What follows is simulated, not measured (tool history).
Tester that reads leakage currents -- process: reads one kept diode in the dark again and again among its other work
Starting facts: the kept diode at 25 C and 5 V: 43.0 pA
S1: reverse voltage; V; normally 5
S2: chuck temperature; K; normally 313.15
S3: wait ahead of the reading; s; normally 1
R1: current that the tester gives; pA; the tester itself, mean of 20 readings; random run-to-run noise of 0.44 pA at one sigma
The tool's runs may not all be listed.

run,hour,S1,S2,S3,R1
1,0,5,313.15,1,148.5
2,127.4,5,313.15,1,145.91
3,226.8,5,313.15,0.87,145.27
4,380.5,5,313.15,0.87,142.82
5,523.2,5,313.15,0.87,141.68
6,695.6,5,313.15,2.28,138.4
7,813,5,313.15,1,138.59
8,906.1,5,313.15,1,137.45
9,1096.6,5,313.15,1,135.69
10,1194.1,5,313.15,1,134.48
11,1368.5,5,302.15,1,56.9
12,1457,5,318.15,1,191.07
13,1645.3,5.17,313.15,1,131.57
14,1846.2,5.17,313.15,1,128.66
15,2002,5.17,313.15,1,128.09
16,2119.9,5,313.15,0.38,127.19
17,2239.9,5,313.15,0.38,123.74
18,2359.2,5,313.15,0.38,122.83
19,2457.8,5,313.15,0.38,121.51
20,2659.3,5,313.15,0.38,119.57
21,2785.1,3.07,295.15,2.55,30.49
22,2985.7,10.4,313.15,0.48,188.3
23,3090.4,4,293.15,3.55,28.4
24,3218.8,4,293.15,3.55,28.18
25,3317.3,4,293.15,3.55,27.93
26,3512.4,18.72,313.15,1.13,227.47
27,3655.3,18.72,313.15,1.13,224.17
28,3852.3,9.78,308.15,2.72,119.43
29,4025.2,5,294.15,1,33.75
30,4211.3,5,294.15,1,33.43
31,4403,5,309.15,0.7,99.51
32,4507.7,2.25,313.15,0.84,100.59
33,4699.6,8.98,294.15,0.7,44.92
34,4858,1.79,294.15,6,18.1
35,5006.1,18.24,298.15,6,65.65
36,5125.7,18.24,298.15,6,66.12
37,5230.7,18.24,298.15,6,65.49
38,5384.5,18.24,298.15,6,65.16
39,5504.6,18.24,298.15,6,65.26

Between the runs listed above, the log contained 5 entries, not reproduced here. Where in the sequence does each belong, and how does what the log doesn't record of the tool's condition differ from the listed run before to the listed run after?
From run 16 to run 17: chuck's temperature calibrated (hour 2231.4)
  stray current of the dirty probe card, pA a volt: 0.736 -> 0.764; current scale over the true one, %: -1.71 -> -1.8; true chuck temperature over the reading, C: -2.26 -> -2.66
  measured value less the no-hidden-state value, R1: -22.1 -> -25.89 pA
From run 20 to run 21: chuck's temperature calibrated, once more (hour 2675)
  stray current of the dirty probe card, pA a volt: 0.852 -> 0.877; current scale over the true one, %: -2.09 -> -2.18; true chuck temperature over the reading, C: -3.13 -> -0.19
  measured value less the no-hidden-state value, R1: -29.97 -> +1.48 pA
From run 25 to run 26: tester calibrated (hour 3439.6)
  stray current of the dirty probe card, pA a volt: 0.983 -> 1.024; current scale over the true one, %: -2.56 -> -0.02; true chuck temperature over the reading, C: -0.75 -> -0.95
  measured value less the no-hidden-state value, R1: +1.45 -> +3.31 pA
From run 33 to run 34: probe card cleaned and baked (hour 4746.7)
  stray current of the dirty probe card, pA a volt: 1.272 -> 0.052; current scale over the true one, %: -0.87 -> -0.97; true chuck temperature over the reading, C: -2.12 -> -2.28
  measured value less the no-hidden-state value, R1: +4.63 -> -4.16 pA
From run 34 to run 35: chuck's temperature calibrated (hour 4912.7)
  stray current of the dirty probe card, pA a volt: 0.052 -> 0.081; current scale over the true one, %: -0.97 -> -1.08; true chuck temperature over the reading, C: -2.28 -> 0.1
  measured value less the no-hidden-state value, R1: -4.16 -> +0.93 pA
